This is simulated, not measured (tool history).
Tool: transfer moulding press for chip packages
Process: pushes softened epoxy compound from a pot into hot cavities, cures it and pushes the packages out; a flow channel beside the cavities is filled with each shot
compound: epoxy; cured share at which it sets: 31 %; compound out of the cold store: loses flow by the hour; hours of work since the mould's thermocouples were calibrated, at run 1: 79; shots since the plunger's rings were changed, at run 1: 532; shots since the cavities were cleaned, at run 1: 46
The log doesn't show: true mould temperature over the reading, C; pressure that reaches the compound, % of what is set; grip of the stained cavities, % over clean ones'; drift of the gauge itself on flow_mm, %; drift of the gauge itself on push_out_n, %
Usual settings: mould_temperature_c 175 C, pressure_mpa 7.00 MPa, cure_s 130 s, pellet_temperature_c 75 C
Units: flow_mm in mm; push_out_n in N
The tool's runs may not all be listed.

run	day	mould_temperature_c	pressure_mpa	cure_s	pellet_temperature_c	hours of work since the mould's thermocouples were calibrated	shots since the plunger's rings were changed	shots since the cavities were cleaned	incoming compound's hours out of the cold store	flow_mm	push_out_n
1	0.000	175	7.00	130	75	79	532	46	46.1	694	185
2	0.300	175	7.00	130	75	84	602	116	43.7	694	194
3	0.662	175	7.00	130	75	90	687	201	46.4	691	199
4	0.875	175	7.00	130	75	93	736	250	31.2	721	207
5	1.258	175	7.00	130	75	99	826	340	13.3	753	191
6	1.542	175	7.00	130	75	103	891	405	10.8	759	193
7	1.817	175	7.00	130	75	107	956	470	35.3	713	195
8	2.142	175	7.00	130	75	112	1032	546	17.8	743	201
# day 2.579: cavities cleaned with cleaning compound and waxed
9	2.604	175	7.00	130	75	118	1124	5	24.3	732	202
10	2.871	175	7.00	130	75	123	1187	68	40.6	703	198
11	3.121	175	7.00	130	75	126	1245	126	19.4	737	197
12	3.450	175	7.00	130	75	132	1321	202	24.0	730	197
13	3.708	175	8.57	130	75	135	1381	262	32.0	794	199
14	4.033	168	7.00	130	75	141	1457	338	27.3	745	275
15	4.312	168	7.00	130	75	145	1523	404	19.1	754	286
16	4.596	168	7.00	130	75	149	1589	470	30.1	734	286
17	4.921	175	5.81	137	75	154	1664	545	22.7	670	187
18	5.125	175	5.81	137	75	157	1712	593	17.4	678	189
# day 5.333: cavities cleaned with cleaning compound and waxed
19	5.429	175	7.00	111	75	161	1768	22	29.3	722	238
20	5.846	177	6.30	153	79	168	1865	119	34.0	672	184
21	6.254	177	6.30	153	79	174	1960	214	45.3	655	175
22	6.588	183	7.00	121	75	179	2037	291	33.3	701	185
23	7.004	183	7.00	121	75	185	2135	389	10.3	738	182
24	7.212	182	5.45	130	75	189	2183	437	26.7	625	179
25	7.504	182	5.45	130	75	193	2251	505	26.8	632	184
26	7.842	182	5.45	130	75	198	2330	584	12.0	652	183
# day 8.100: cavities cleaned with cleaning compound and waxed
27	8.183	175	7.00	134	77	203	2395	19	17.8	741	193
28	8.592	168	7.78	110	79	209	2490	114	34.7	768	393
29	8.858	167	8.77	110	79	213	2552	176	34.3	820	418

3 ways to go on from here, each from the tool as it stands after run 29. What would each give?
A	9.254	167	7.75	116	79	219	2644	268	33.6	?	?
B	9.254	174	6.64	110	66	219	2644	268	38.8	?	?
C	9.254	175	8.36	130	75	219	2644	268	12.3	?	?

run	flow_mm	push_out_n
A	772	383
B	690	258
C	822	199
Without the tool's hidden state the same runs would have given:
run	flow_mm	push_out_n
A	772	381
B	690	257
C	823	198
